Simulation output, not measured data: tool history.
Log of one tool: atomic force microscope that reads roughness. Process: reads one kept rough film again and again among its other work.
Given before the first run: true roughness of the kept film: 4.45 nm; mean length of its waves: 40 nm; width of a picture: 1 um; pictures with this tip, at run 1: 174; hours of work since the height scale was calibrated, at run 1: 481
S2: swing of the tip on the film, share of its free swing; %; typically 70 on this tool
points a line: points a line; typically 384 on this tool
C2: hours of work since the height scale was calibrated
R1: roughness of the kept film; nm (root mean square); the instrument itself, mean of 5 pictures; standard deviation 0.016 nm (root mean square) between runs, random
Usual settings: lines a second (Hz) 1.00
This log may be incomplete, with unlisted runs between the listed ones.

run 1 hour=0.0 | lines_a_second_(Hz)=1.00 S2=70 points_a_line=384 | pictures_with_this_tip=174 C2=481 | R1=3.971
run 2 hour=16.7 | lines_a_second_(Hz)=1.00 S2=70 points_a_line=384 | pictures_with_this_tip=197 C2=489 | R1=3.953
-- hour=48.1 new tip fitted
run 3 hour=52.2 | lines_a_second_(Hz)=1.00 S2=70 points_a_line=384 | pictures_with_this_tip=6 C2=506 | R1=3.975
run 4 hour=86.3 | lines_a_second_(Hz)=1.00 S2=70 points_a_line=384 | pictures_with_this_tip=52 C2=523 | R1=3.986
run 5 hour=105.6 | lines_a_second_(Hz)=1.00 S2=70 points_a_line=302 | pictures_with_this_tip=78 C2=532 | R1=3.967
run 6 hour=125.9 | lines_a_second_(Hz)=1.00 S2=70 points_a_line=302 | pictures_with_this_tip=105 C2=542 | R1=3.940
run 7 hour=145.6 | lines_a_second_(Hz)=1.00 S2=70 points_a_line=384 | pictures_with_this_tip=131 C2=552 | R1=3.975
run 8 hour=167.7 | lines_a_second_(Hz)=1.00 S2=70 points_a_line=384 | pictures_with_this_tip=161 C2=563 | R1=3.961
run 9 hour=187.9 | lines_a_second_(Hz)=1.00 S2=70 points_a_line=384 | pictures_with_this_tip=188 C2=573 | R1=3.961
run 10 hour=217.3 | lines_a_second_(Hz)=1.00 S2=70 points_a_line=384 | pictures_with_this_tip=228 C2=587 | R1=3.949
-- hour=224.5 new tip fitted
run 11 hour=241.9 | lines_a_second_(Hz)=1.00 S2=70 points_a_line=384 | pictures_with_this_tip=23 C2=599 | R1=3.976
run 12 hour=260.8 | lines_a_second_(Hz)=1.00 S2=70 points_a_line=384 | pictures_with_this_tip=49 C2=608 | R1=3.975
run 13 hour=284.8 | lines_a_second_(Hz)=2.89 S2=70 points_a_line=384 | pictures_with_this_tip=81 C2=620 | R1=3.710
run 14 hour=305.5 | lines_a_second_(Hz)=1.00 S2=70 points_a_line=384 | pictures_with_this_tip=109 C2=630 | R1=3.960
run 15 hour=328.9 | lines_a_second_(Hz)=1.00 S2=70 points_a_line=384 | pictures_with_this_tip=140 C2=641 | R1=3.940
run 16 hour=346.0 | lines_a_second_(Hz)=3.46 S2=68 points_a_line=384 | pictures_with_this_tip=163 C2=649 | R1=3.681
run 17 hour=381.7 | lines_a_second_(Hz)=0.70 S2=83 points_a_line=638 | pictures_with_this_tip=211 C2=667 | R1=3.912
-- hour=401.0 new tip fitted
run 18 hour=411.3 | lines_a_second_(Hz)=3.34 S2=70 points_a_line=361 | pictures_with_this_tip=14 C2=681 | R1=3.658
run 19 hour=430.6 | lines_a_second_(Hz)=2.34 S2=70 points_a_line=574 | pictures_with_this_tip=40 C2=690 | R1=3.809
run 20 hour=462.9 | lines_a_second_(Hz)=1.00 S2=85 points_a_line=411 | pictures_with_this_tip=84 C2=706 | R1=3.812
run 21 hour=489.0 | lines_a_second_(Hz)=1.00 S2=85 points_a_line=411 | pictures_with_this_tip=119 C2=719 | R1=3.821
run 22 hour=510.1 | lines_a_second_(Hz)=1.00 S2=85 points_a_line=411 | pictures_with_this_tip=147 C2=729 | R1=3.794
run 23 hour=527.8 | lines_a_second_(Hz)=0.83 S2=89 points_a_line=384 | pictures_with_this_tip=171 C2=738 | R1=3.796
run 24 hour=562.1 | lines_a_second_(Hz)=1.78 S2=85 points_a_line=384 | pictures_with_this_tip=217 C2=755 | R1=3.602
-- hour=578.1 new tip fitted
run 25 hour=585.8 | lines_a_second_(Hz)=1.78 S2=85 points_a_line=384 | pictures_with_this_tip=10 C2=766 | R1=3.592
run 26 hour=615.6 | lines_a_second_(Hz)=1.58 S2=70 points_a_line=262 | pictures_with_this_tip=50 C2=781 | R1=3.856
run 27 hour=632.6 | lines_a_second_(Hz)=1.65 S2=62 points_a_line=775 | pictures_with_this_tip=73 C2=789 | R1=4.007

Branching from run 27: 5 alternative next runs. What would each branch give?
run A hour=655.5 | lines_a_second_(Hz)=1.54 S2=63 points_a_line=408 | pictures_with_this_tip=104 C2=800 | R1=?
run B hour=655.5 | lines_a_second_(Hz)=1.91 S2=78 points_a_line=384 | pictures_with_this_tip=104 C2=800 | R1=?
run C hour=655.5 | lines_a_second_(Hz)=1.65 S2=62 points_a_line=544 | pictures_with_this_tip=104 C2=800 | R1=?
run D hour=655.5 | lines_a_second_(Hz)=1.00 S2=70 points_a_line=384 | pictures_with_this_tip=104 C2=800 | R1=?
run E hour=655.5 | lines_a_second_(Hz)=1.65 S2=59 points_a_line=775 | pictures_with_this_tip=104 C2=800 | R1=?

run=A R1=3.974
run=B R1=3.682
run=C R1=3.969
run=D R1=3.970
run=E R1=4.021
Stripped of hidden state, with their random variation kept, the same runs would have yielded:
run=A R1=3.981
run=B R1=3.688
run=C R1=3.975
run=D R1=3.976
run=E R1=4.027
